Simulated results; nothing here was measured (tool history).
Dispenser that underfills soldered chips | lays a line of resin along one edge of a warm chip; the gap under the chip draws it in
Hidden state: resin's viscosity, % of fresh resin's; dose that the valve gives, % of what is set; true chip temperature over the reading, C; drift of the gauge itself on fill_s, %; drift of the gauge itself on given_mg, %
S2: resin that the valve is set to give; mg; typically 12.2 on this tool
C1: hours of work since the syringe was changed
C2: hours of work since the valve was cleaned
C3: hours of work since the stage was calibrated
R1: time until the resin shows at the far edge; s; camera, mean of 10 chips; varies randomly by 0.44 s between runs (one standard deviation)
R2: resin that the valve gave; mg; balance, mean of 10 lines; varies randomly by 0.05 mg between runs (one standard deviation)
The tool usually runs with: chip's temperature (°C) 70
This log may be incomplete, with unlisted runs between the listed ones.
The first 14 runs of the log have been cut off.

run 15 hour=125.1 | chip's_temperature_(°C)=70 S2=12.2 | C1=6 C2=85 C3=342 | R1=59.4 R2=11.6
-- hour=127.3 new syringe of resin
run 16 hour=133.2 | chip's_temperature_(°C)=70 S2=12.2 | C1=4 C2=91 C3=348 | R1=49.5 R2=11.46
-- hour=137.9 new syringe of resin
run 17 hour=141.2 | chip's_temperature_(°C)=70 S2=12.2 | C1=2 C2=96 C3=353 | R1=42.2 R2=11.37
-- hour=149 new syringe of resin
run 18 hour=153.3 | chip's_temperature_(°C)=74 S2=13.5 | C1=3 C2=105 C3=362 | R1=38.6 R2=12.58
-- hour=160.1 new syringe of resin
run 19 hour=163.6 | chip's_temperature_(°C)=74 S2=13.5 | C1=3 C2=112 C3=369 | R1=36.7 R2=12.51
-- hour=170.8 new syringe of resin
run 20 hour=172.5 | chip's_temperature_(°C)=80 S2=12.5 | C1=1 C2=118 C3=375 | R1=27.2 R2=11.6
run 21 hour=179.8 | chip's_temperature_(°C)=56 S2=14.9 | C1=6 C2=123 C3=380 | R1=91.5 R2=13.83
-- hour=181.6 new syringe of resin
run 22 hour=191.4 | chip's_temperature_(°C)=61 S2=11.8 | C1=7 C2=131 C3=388 | R1=86.1 R2=10.86
-- hour=192.2 new syringe of resin
-- hour=194 dispensing valve cleaned and set on the balance
run 23 hour=200.2 | chip's_temperature_(°C)=61 S2=11.8 | C1=5 C2=4 C3=394 | R1=72.4 R2=11.83
-- hour=203.9 new syringe of resin
run 24 hour=207.4 | chip's_temperature_(°C)=71 S2=11.1 | C1=2 C2=9 C3=399 | R1=41.5 R2=11.11
-- hour=214.8 new syringe of resin
run 25 hour=216.3 | chip's_temperature_(°C)=80 S2=12.8 | C1=1 C2=16 C3=405 | R1=27.7 R2=12.73
-- hour=225.5 new syringe of resin
run 26 hour=225.5 | chip's_temperature_(°C)=74 S2=13.5 | C1=0 C2=22 C3=411 | R1=29.3 R2=13.37
run 27 hour=232.9 | chip's_temperature_(°C)=58 S2=12.5 | C1=5 C2=27 C3=417 | R1=80.9 R2=12.3
-- hour=236.8 new syringe of resin
run 28 hour=239.4 | chip's_temperature_(°C)=65 S2=14.6 | C1=2 C2=32 C3=421 | R1=46.2 R2=14.37
-- hour=248.2 new syringe of resin
run 29 hour=250.5 | chip's_temperature_(°C)=61 S2=15 | C1=2 C2=39 C3=429 | R1=53 R2=14.71
-- hour=259.2 new syringe of resin
run 30 hour=260.2 | chip's_temperature_(°C)=61 S2=15 | C1=1 C2=46 C3=435 | R1=47.9 R2=14.63
run 31 hour=269.2 | chip's_temperature_(°C)=67 S2=11.7 | C1=7 C2=53 C3=442 | R1=70.5 R2=11.45

Predict each of these 5 candidate next runs independently; none follows another, all start after run 31:
-- hour=270.4 new syringe of resin
run A hour=277.1 | chip's_temperature_(°C)=66 S2=11.1 | C1=5 C2=58 C3=447 | R1=? R2=?
-- hour=270.4 new syringe of resin
run B hour=277.1 | chip's_temperature_(°C)=74 S2=13.3 | C1=5 C2=58 C3=447 | R1=? R2=?
-- hour=270.4 new syringe of resin
run C hour=277.1 | chip's_temperature_(°C)=84 S2=15.6 | C1=5 C2=58 C3=447 | R1=? R2=?
-- hour=270.4 new syringe of resin
run D hour=277.1 | chip's_temperature_(°C)=78 S2=12.2 | C1=5 C2=58 C3=447 | R1=? R2=?
-- hour=270.4 new syringe of resin
run E hour=277.1 | chip's_temperature_(°C)=71 S2=13.3 | C1=5 C2=58 C3=447 | R1=? R2=?

run=A R1=62.7 R2=10.8
run=B R1=45.7 R2=12.91
run=C R1=33.3 R2=15.04
run=D R1=41.2 R2=11.9
run=E R1=50.6 R2=12.75
What these runs would have given with no unlogged condition in the tool:
run=A R1=38.9 R2=11.15
run=B R1=28.6 R2=13.32
run=C R1=20.9 R2=15.52
run=D R1=25.8 R2=12.28
run=E R1=31.7 R2=13.16
